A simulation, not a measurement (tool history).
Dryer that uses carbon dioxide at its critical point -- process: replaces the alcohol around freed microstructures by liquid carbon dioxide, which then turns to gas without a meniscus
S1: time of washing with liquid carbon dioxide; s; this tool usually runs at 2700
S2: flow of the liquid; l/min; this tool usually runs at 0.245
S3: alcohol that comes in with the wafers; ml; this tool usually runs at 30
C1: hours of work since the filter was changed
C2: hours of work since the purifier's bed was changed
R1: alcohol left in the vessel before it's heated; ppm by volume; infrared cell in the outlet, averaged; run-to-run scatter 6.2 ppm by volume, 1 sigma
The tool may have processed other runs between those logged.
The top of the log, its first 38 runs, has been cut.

Run 39, hour 850.3: usual settings but S1 2880 s, S2 0.217 l/min, S3 108 ml; C1 254; C2 679. Result: R1 1831 ppm by volume.
Run 40, hour 877.9: usual settings but S1 4080 s, S2 0.353 l/min, S3 108 ml; C1 270; C2 695. Result: R1 156 ppm by volume.
Run 41, hour 901.6: usual settings but S2 0.304 l/min, S3 28 ml; C1 284; C2 708. Result: R1 288 ppm by volume.
Run 42, hour 922: usual settings but S1 2100 s, S3 92 ml; C1 295; C2 720. Result: R1 2844 ppm by volume.
Run 43, hour 942.5: usual settings but S1 1740 s; C1 307; C2 731. Result: R1 1583 ppm by volume.
Run 44, hour 973.6: usual settings but S1 1740 s; C1 325; C2 749. Result: R1 1634 ppm by volume.
Run 45, hour 988.9: usual settings but S1 1740 s; C1 333; C2 758. Result: R1 1676 ppm by volume.
Run 46, hour 1020.2: usual settings but S1 2460 s, S2 0.183 l/min; C1 351; C2 776. Result: R1 1550 ppm by volume.

4 options for the next run, each taken on its own from the tool as it stands now. Forecast them:
Run A, hour 1047.6: usual settings but S1 1860 s, S2 0.336 l/min, S3 65 ml; C1 367; C2 791. Result: R1 ?.
Run B, hour 1047.6: usual settings but S1 1800 s, S2 0.383 l/min, S3 25 ml; C1 367; C2 791. Result: R1 ?.
Run C, hour 1047.6: usual settings but S1 3120 s, S2 0.183 l/min, S3 36 ml; C1 367; C2 791. Result: R1 ?.
Run D, hour 1047.6: usual settings but S1 2460 s, S2 0.393 l/min; C1 367; C2 791. Result: R1 ?.

run    R1
  A  1289
  B   438
  C  1061
  D   245
What these runs would have given with no unlogged condition in the tool:
run   R1
  A  624
  B  141
  C  530
  D   39

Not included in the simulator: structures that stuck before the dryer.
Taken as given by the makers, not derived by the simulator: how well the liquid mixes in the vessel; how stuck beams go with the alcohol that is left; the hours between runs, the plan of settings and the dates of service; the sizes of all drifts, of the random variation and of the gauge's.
